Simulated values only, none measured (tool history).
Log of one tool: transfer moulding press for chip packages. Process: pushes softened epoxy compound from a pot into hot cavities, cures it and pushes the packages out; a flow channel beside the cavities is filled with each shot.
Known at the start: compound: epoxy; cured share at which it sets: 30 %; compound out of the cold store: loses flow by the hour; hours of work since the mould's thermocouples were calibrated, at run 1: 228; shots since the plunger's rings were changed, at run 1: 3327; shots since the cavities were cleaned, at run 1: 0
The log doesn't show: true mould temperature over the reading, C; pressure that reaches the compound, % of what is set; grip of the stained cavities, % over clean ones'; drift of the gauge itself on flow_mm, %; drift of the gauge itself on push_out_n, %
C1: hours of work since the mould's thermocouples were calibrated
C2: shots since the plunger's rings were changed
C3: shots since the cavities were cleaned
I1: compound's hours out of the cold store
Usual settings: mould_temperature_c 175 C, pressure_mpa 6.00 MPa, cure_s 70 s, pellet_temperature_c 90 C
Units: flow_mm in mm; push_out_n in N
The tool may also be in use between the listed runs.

Run 1, hour 0.0: usual settings; C1 228; C2 3327; C3 0; I1 39.5. Result: flow_mm 697 mm, push_out_n 327 N.
Run 2, hour 14.3: usual settings; C1 239; C2 3560; C3 233; I1 11.0. Result: flow_mm 759 mm, push_out_n 392 N.
Run 3, hour 34.8: usual settings; C1 254; C2 3895; C3 568; I1 42.1. Result: flow_mm 686 mm, push_out_n 424 N.
Run 4, hour 50.9: usual settings but cure_s 78 s; C1 266; C2 4158; C3 831; I1 47.9. Result: flow_mm 668 mm, push_out_n 409 N.
At hour 62.1: cavities cleaned with cleaning compound and waxed.
Run 5, hour 72.9: usual settings but cure_s 78 s; C1 281; C2 4493; C3 176; I1 21.5. Result: flow_mm 721 mm, push_out_n 311 N.
Run 6, hour 91.7: usual settings but cure_s 78 s; C1 295; C2 4799; C3 482; I1 20.4. Result: flow_mm 722 mm, push_out_n 368 N.
At hour 103.9: plunger's sealing rings changed.
Run 7, hour 107.8: usual settings but cure_s 78 s; C1 305; C2 64; C3 704; I1 35.7. Result: flow_mm 729 mm, push_out_n 382 N.
Run 8, hour 123.3: usual settings but mould_temperature_c 180 C, cure_s 67 s; C1 316; C2 317; C3 957; I1 16.6. Result: flow_mm 758 mm, push_out_n 421 N.
At hour 127.9: cavities cleaned with cleaning compound and waxed.
Run 9, hour 138.0: usual settings but cure_s 73 s; C1 326; C2 531; C3 163; I1 33.7. Result: flow_mm 737 mm, push_out_n 343 N.
Run 10, hour 162.6: usual settings but pressure_mpa 5.86 MPa, cure_s 67 s, pellet_temperature_c 87 C; C1 344; C2 933; C3 565; I1 12.6. Result: flow_mm 767 mm, push_out_n 519 N.
Run 11, hour 177.7: usual settings but mould_temperature_c 180 C, pressure_mpa 6.45 MPa; C1 355; C2 1179; C3 811; I1 42.8. Result: flow_mm 718 mm, push_out_n 375 N.

4 ways to go on from here, each from the tool as it stands after run 11. What would each give?
At hour 190.6: cavities cleaned with cleaning compound and waxed.
Run A, hour 203.8: usual settings but mould_temperature_c 173 C, pressure_mpa 6.45 MPa; C1 373; C2 1581; C3 215; I1 15.8. Result: flow_mm ?, push_out_n ?.
At hour 190.6: cavities cleaned with cleaning compound and waxed.
Run B, hour 203.8: usual settings but mould_temperature_c 172 C, pressure_mpa 6.45 MPa, cure_s 91 s, pellet_temperature_c 95 C; C1 373; C2 1581; C3 215; I1 15.9. Result: flow_mm ?, push_out_n ?.
At hour 190.6: cavities cleaned with cleaning compound and waxed.
Run C, hour 203.8: usual settings but mould_temperature_c 180 C, pressure_mpa 4.55 MPa; C1 373; C2 1581; C3 215; I1 34.1. Result: flow_mm ?, push_out_n ?.
At hour 190.6: cavities cleaned with cleaning compound and waxed.
Run D, hour 203.8: usual settings but mould_temperature_c 180 C, pressure_mpa 6.45 MPa, pellet_temperature_c 94 C; C1 373; C2 1581; C3 215; I1 45.2. Result: flow_mm ?, push_out_n ?.

run  flow_mm  push_out_n
  A      802         463
  B      802         316
  C      614         306
  D      714         319
Without the tool's hidden state the same runs would have given:
run  flow_mm  push_out_n
  A      818         373
  B      817         258
  C      626         250
  D      728         262
